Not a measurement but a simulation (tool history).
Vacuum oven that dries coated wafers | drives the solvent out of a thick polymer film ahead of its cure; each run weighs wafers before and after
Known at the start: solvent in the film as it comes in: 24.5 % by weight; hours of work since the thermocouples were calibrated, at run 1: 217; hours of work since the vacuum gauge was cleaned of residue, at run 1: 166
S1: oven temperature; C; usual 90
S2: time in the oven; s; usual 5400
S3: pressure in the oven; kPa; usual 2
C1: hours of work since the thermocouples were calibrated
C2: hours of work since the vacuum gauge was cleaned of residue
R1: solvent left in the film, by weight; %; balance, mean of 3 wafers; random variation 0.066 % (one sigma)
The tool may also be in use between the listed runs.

run   hour  S1    S2    S3   C1   C2     R1
  1      0  90  5400     2  217  166   4.37
  2   56.4  93  5400     2  248  197   3.61
  3  103.1  94  5400     2  273  222   3.48
  4  164.8  90  5400     2  307  256   4.54
  5  214.6  90  5400     2  334  283   4.51
  6  257.8  90  5400     2  358  307   4.54
  7    323  90  5400     2  394  343   4.52
  8  364.2  82  5400     2  416  365   7.87
  9  428.6  82  5400     2  451  401   7.95
 10    486  82  6180     2  483  432    7.2
 11  517.7  82  6180     2  500  449   7.27
 12  572.8  82  6180     2  530  480   7.37
 13  633.2  82  6180     2  564  513   7.31
 14  692.7  87  6060  1.61  596  545   4.85
 15  744.8  78  8100  3.47  625  574  11.52
 16  790.1  82  8160     2  650  599   6.41
 17  821.3  90  5400  5.75  667  616   10.7

3 ways to go on from here, each from the tool as it stands after run 17. What would each give?
  A  887.9   90  5400  1.08  703  652   ?
  B  887.9   82  5400  1.72  703  652   ?
  C  887.9  101  5400  2.74  703  652   ?

run    R1
  A  3.54
  B  7.71
  C  3.34
Without the tool's hidden state the same runs would have given:
run    R1
  A  2.84
  B  6.76
  C   2.9
